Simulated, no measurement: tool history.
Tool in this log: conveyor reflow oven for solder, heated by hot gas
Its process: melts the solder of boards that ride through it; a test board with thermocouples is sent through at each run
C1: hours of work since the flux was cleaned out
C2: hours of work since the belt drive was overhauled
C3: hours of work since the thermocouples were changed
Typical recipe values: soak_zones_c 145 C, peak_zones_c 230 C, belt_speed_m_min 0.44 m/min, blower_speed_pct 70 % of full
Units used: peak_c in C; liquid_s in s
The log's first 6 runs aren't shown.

Run 7, hour 158.4: usual settings but peak_zones_c 219 C; C1 164; C2 981; C3 455. Result: peak_c 202.3 C, liquid_s 56.8 s.
Run 8, hour 194.9: usual settings; C1 192; C2 1008; C3 482. Result: peak_c 211 C, liquid_s 68.1 s.
Run 9, hour 223.3: usual settings but blower_speed_pct 77 % of full; C1 213; C2 1030; C3 504. Result: peak_c 211.9 C, liquid_s 70 s.
Run 10, hour 248: usual settings but blower_speed_pct 77 % of full; C1 232; C2 1048; C3 522. Result: peak_c 211.4 C, liquid_s 70.2 s.
Run 11, hour 278: usual settings but blower_speed_pct 77 % of full; C1 254; C2 1071; C3 545. Result: peak_c 211.4 C, liquid_s 69 s.
Run 12, hour 304.7: usual settings but blower_speed_pct 77 % of full; C1 274; C2 1091; C3 565. Result: peak_c 212.3 C, liquid_s 69.4 s.
Run 13, hour 321.5: usual settings but blower_speed_pct 77 % of full; C1 287; C2 1104; C3 578. Result: peak_c 210.6 C, liquid_s 68.9 s.
Run 14, hour 348.8: usual settings but blower_speed_pct 77 % of full; C1 308; C2 1124; C3 598. Result: peak_c 210.9 C, liquid_s 68.5 s.
Run 15, hour 369.1: usual settings but blower_speed_pct 77 % of full; C1 323; C2 1140; C3 613. Result: peak_c 210.5 C, liquid_s 69.3 s.
Run 16, hour 395.3: usual settings but peak_zones_c 224 C, blower_speed_pct 77 % of full; C1 343; C2 1159; C3 633. Result: peak_c 206.1 C, liquid_s 62.3 s.
Run 17, hour 419.2: usual settings but peak_zones_c 224 C, blower_speed_pct 77 % of full; C1 361; C2 1177; C3 651. Result: peak_c 205 C, liquid_s 60.8 s.
Run 18, hour 455.9: usual settings but peak_zones_c 224 C, blower_speed_pct 77 % of full; C1 388; C2 1205; C3 679. Result: peak_c 204.8 C, liquid_s 60.6 s.
Run 19, hour 477.3: usual settings but peak_zones_c 242 C, blower_speed_pct 59 % of full; C1 404; C2 1221; C3 695. Result: peak_c 214.9 C, liquid_s 71.7 s.
At hour 484.2: thermocouples of zones 6 and 7 changed.
Run 20, hour 498.1: usual settings but belt_speed_m_min 0.385 m/min, blower_speed_pct 83 % of full; C1 419; C2 1235; C3 11. Result: peak_c 216.3 C, liquid_s 86.3 s.

Run 21, settings as shown, results not yet in. Your forecast:
Run 21, hour 531: usual settings but soak_zones_c 151 C, blower_speed_pct 56 % of full; C1 443; C2 1260; C3 35. Result: peak_c ?, liquid_s ?.

{"run 21": {"peak_c": 207.3, "liquid_s": 65.8}}
Take away the tool's hidden state, keep the run-to-run variation as it was, and the same run would have given peak_c 211 C, liquid_s 70.5 s.
